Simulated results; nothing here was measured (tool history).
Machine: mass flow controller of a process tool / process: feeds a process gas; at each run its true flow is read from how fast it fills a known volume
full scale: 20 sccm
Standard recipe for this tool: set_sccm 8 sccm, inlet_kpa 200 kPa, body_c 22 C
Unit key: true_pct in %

Run 1, hour 0.0: usual settings. Result: true_pct 99.33 %.
Run 2, hour 243.7: usual settings. Result: true_pct 99.25 %.
Run 3, hour 384.8: usual settings. Result: true_pct 99.24 %.
Run 4, hour 638.9: usual settings. Result: true_pct 99.25 %.
Run 5, hour 896.6: usual settings. Result: true_pct 99.08 %.
Run 6, hour 1057.1: usual settings. Result: true_pct 99.06 %.
Run 7, hour 1203.0: usual settings. Result: true_pct 99.07 %.
Run 8, hour 1363.1: usual settings. Result: true_pct 99.11 %.
Run 9, hour 1596.2: usual settings. Result: true_pct 99.23 %.
Run 10, hour 1723.4: usual settings. Result: true_pct 99.06 %.
Run 11, hour 1894.6: usual settings. Result: true_pct 99.06 %.
Run 12, hour 2041.5: usual settings but set_sccm 13 sccm. Result: true_pct 99.23 %.
Run 13, hour 2159.9: usual settings. Result: true_pct 99.08 %.
Run 14, hour 2367.1: usual settings. Result: true_pct 98.84 %.
Run 15, hour 2543.4: usual settings. Result: true_pct 99.02 %.
Run 16, hour 2709.6: usual settings. Result: true_pct 98.94 %.
Run 17, hour 2863.5: usual settings. Result: true_pct 98.92 %.
Run 18, hour 3010.0: usual settings but set_sccm 3 sccm, body_c 28 C. Result: true_pct 99.08 %.
Run 19, hour 3147.2: usual settings but set_sccm 3 sccm, body_c 28 C. Result: true_pct 99.06 %.
Run 20, hour 3328.0: usual settings but set_sccm 18 sccm, inlet_kpa 262 kPa, body_c 27 C. Result: true_pct 99.54 %.
Run 21, hour 3484.8: usual settings but set_sccm 18 sccm, inlet_kpa 262 kPa, body_c 27 C. Result: true_pct 99.63 %.
Run 22, hour 3731.4: usual settings but set_sccm 18 sccm, inlet_kpa 262 kPa, body_c 27 C. Result: true_pct 99.28 %.
Run 23, hour 3923.3: usual settings but set_sccm 18 sccm, inlet_kpa 262 kPa, body_c 27 C. Result: true_pct 99.39 %.
Run 24, hour 4154.6: usual settings but set_sccm 4 sccm, inlet_kpa 262 kPa, body_c 38 C. Result: true_pct 99.48 %.
Run 25, hour 4321.3: usual settings but set_sccm 4 sccm, inlet_kpa 262 kPa, body_c 38 C. Result: true_pct 99.60 %.
Run 26, hour 4597.9: usual settings but set_sccm 3 sccm, inlet_kpa 255 kPa. Result: true_pct 98.52 %.
Run 27, hour 4781.8: usual settings but inlet_kpa 148 kPa, body_c 23 C. Result: true_pct 98.93 %.
Run 28, hour 5001.6: usual settings but set_sccm 11 sccm, body_c 26 C. Result: true_pct 99.00 %.
Run 29, hour 5212.0: usual settings but set_sccm 11 sccm, body_c 26 C. Result: true_pct 98.98 %.

Here are 5 independent what-if runs from the current tool condition. What would each one return?
Run A, hour 5428.8: usual settings but set_sccm 4 sccm, body_c 28 C. Result: true_pct ?.
Run B, hour 5428.8: usual settings but set_sccm 11 sccm, inlet_kpa 169 kPa, body_c 26 C. Result: true_pct ?.
Run C, hour 5428.8: usual settings but set_sccm 6 sccm, inlet_kpa 221 kPa. Result: true_pct ?.
Run D, hour 5428.8: usual settings but set_sccm 3 sccm, inlet_kpa 186 kPa, body_c 21 C. Result: true_pct ?.
Run E, hour 5428.8: usual settings but set_sccm 5 sccm, inlet_kpa 218 kPa, body_c 23 C. Result: true_pct ?.

run  true_pct
  A     98.79
  B     99.05
  C     98.50
  D     98.23
  E     98.52
The same runs, with their run-to-run variation unchanged, on a tool lacking any hidden condition would have given:
run  true_pct
  A     99.52
  B     99.77
  C     99.22
  D     98.97
  E     99.24
